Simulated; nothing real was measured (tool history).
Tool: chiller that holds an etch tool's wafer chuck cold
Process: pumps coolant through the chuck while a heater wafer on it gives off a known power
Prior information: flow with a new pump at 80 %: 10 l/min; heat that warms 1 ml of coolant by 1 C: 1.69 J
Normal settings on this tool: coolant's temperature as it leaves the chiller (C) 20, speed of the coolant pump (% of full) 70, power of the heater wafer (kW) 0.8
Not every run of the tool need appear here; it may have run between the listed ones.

run	hour	coolant's temperature as it leaves the chiller (C)	speed of the coolant pump (% of full)	power of the heater wafer (kW)	chuck's temperature once it has settled (C)	how much warmer the coolant comes back (C)
1	0	20	70	0.8	25.9	3.2
2	68.3	20	70	0.8	26	3.25
3	126.4	20	70	0.8	26	3.19
4	167.4	20	70	0.8	26.1	3.25
5	213.7	20	70	0.8	26	3.3
6	258.5	20	70	0.8	25.9	3.28
7	294.3	20	70	0.8	25.9	3.21
8	354.5	20	70	0.522	23.8	2.15
9	436.4	20	95	0.522	23	1.6
10	482.7	20	95	0.406	22.3	1.2
11	518.3	23	68	0.8	29.1	3.37
12	578.6	17	70	0.591	21.4	2.4
13	628.3	10	70	1.03	17.7	4.18
14	698.1	10	63	1.116	19.1	5
15	779.8	10	63	1.116	19.2	5.06
16	816.8	10	63	1.116	19.3	5.06
17	899.8	20	68	0.828	26.3	3.48
18	984	14	70	0.525	17.8	2.24

Alternative continuations, all from the tool just after run 18; predict every row:
A	1034.9	15	69	1.183	?	?
B	1034.9	14	61	0.629	?	?
C	1034.9	12	94	0.577	?	?
D	1034.9	20	73	0.929	?	?

run	chuck's temperature once it has settled (C)	how much warmer the coolant comes back (C)
A	23.9	4.91
B	19.4	2.96
C	15.4	1.77
D	26.7	3.65
The same runs, with their run-to-run variation unchanged, on a tool lacking any hidden condition would have given:
run	chuck's temperature once it has settled (C)	how much warmer the coolant comes back (C)
A	23.9	4.83
B	19.4	2.91
C	15.5	1.74
D	26.7	3.59
